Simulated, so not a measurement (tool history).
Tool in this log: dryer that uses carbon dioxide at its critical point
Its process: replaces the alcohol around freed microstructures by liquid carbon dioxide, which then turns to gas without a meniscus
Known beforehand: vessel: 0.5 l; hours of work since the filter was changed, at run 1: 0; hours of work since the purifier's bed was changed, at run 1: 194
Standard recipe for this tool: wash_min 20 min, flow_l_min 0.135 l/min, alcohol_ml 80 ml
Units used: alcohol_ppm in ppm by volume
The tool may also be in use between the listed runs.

run   hour  wash_min  flow_l_min  alcohol_ml  hours of work since the filter was changed  hours of work since the purifier's bed was changed  alcohol_ppm
  1    0.0        20       0.135          80                                           0                                                 194         2436
  2   12.4        20       0.135          80                                           5                                                 198         2423
  3   31.4        20       0.135          80                                          12                                                 205         2474
  4   44.3        20       0.135          80                                          17                                                 210         2462
  5   60.8        22       0.135          80                                          23                                                 216         1711
  6   73.2        22       0.135          80                                          27                                                 221         1708
  7   87.5        20       0.135          74                                          33                                                 226         2404
  8  101.7        20       0.135          74                                          38                                                 232         2391
  9  115.2        20       0.135          74                                          43                                                 237         2504
 10  132.2        20       0.107          67                                          49                                                 243         5306
 11  151.0        17       0.227          38                                          56                                                 250          255
 12  170.3        17       0.227          38                                          64                                                 257          268
 13  178.7        17       0.227          38                                          67                                                 260          268
 14  194.7        17       0.227          38                                          73                                                 266          264
 15  207.3        20       0.223          80                                          77                                                 271          246
 16  226.9        20       0.200          80                                          85                                                 278          430
 17  236.7        20       0.163         108                                          88                                                 282         1602
 18  249.3        19       0.167          80                                          93                                                 287         1381

What if the next run were any one of these 5? Each begins from the tool's condition after run 18:
  A  267.4        13       0.212          57                                         100                                                 293            ?
  B  267.4        12       0.180          35                                         100                                                 293            ?
  C  267.4        29       0.135          80                                         100                                                 293            ?
  D  267.4        16       0.135          87                                         100                                                 293            ?
  E  267.4        19       0.099          40                                         100                                                 293            ?

run  alcohol_ppm
  A         1777
  B         2642
  C          527
  D         6650
  E         4832
The same runs, with their run-to-run variation unchanged, on a tool lacking any hidden condition would have given:
run  alcohol_ppm
  A         1470
  B         2292
  C          364
  D         5884
  E         4322

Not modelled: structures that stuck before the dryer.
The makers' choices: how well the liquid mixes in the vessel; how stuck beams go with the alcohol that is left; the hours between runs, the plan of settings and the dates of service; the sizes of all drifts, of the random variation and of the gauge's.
